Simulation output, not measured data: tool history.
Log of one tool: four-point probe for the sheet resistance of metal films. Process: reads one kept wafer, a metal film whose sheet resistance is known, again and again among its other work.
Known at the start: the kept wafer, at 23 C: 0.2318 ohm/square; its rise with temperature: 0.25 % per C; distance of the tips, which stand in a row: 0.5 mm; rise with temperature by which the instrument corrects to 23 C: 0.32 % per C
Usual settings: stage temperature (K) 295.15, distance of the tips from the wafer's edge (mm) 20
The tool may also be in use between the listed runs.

run    hour  stage temperature (K)  distance of the tips from the wafer's edge (mm)  sheet resistance as the instrument gives it (ohm/square)
  1     0.0                 295.15                                               20                                                  0.231711
  2    84.5                 295.15                                               20                                                  0.231598
  3   164.8                 295.15                                               20                                                  0.231574
  4   232.3                 295.15                                               20                                                  0.231498
  5   288.1                 295.15                                               25                                                  0.231442
  6   392.5                 295.15                                               32                                                  0.231406
  7   449.6                 295.15                                               35                                                  0.231375
  8   551.5                 295.15                                               35                                                  0.231212
  9   634.8                 295.15                                                3                                                  0.234586
 10   724.2                 295.15                                                3                                                  0.234434
 11   798.7                 295.15                                                3                                                  0.234386
 12   871.2                 295.15                                                5                                                  0.232146
      929.8  -- new probe head fitted
 13   945.2                 295.15                                               10                                                  0.232074
 14  1000.8                 295.15                                               10                                                  0.232043
 15  1093.7                 295.15                                               10                                                  0.231897
 16  1140.3                 292.15                                               10                                                  0.232437
 17  1229.7                 303.15                                               12                                                  0.230677
 18  1303.9                 303.15                                               12                                                  0.230550

The next listed run, before its measurement:
 19  1400.9                 294.15                                               26                                                         ?

sheet resistance as the instrument gives it (ohm/square): 0.231595
Without the tool's hidden state the same run would have given sheet resistance as the instrument gives it (ohm/square) 0.232130.

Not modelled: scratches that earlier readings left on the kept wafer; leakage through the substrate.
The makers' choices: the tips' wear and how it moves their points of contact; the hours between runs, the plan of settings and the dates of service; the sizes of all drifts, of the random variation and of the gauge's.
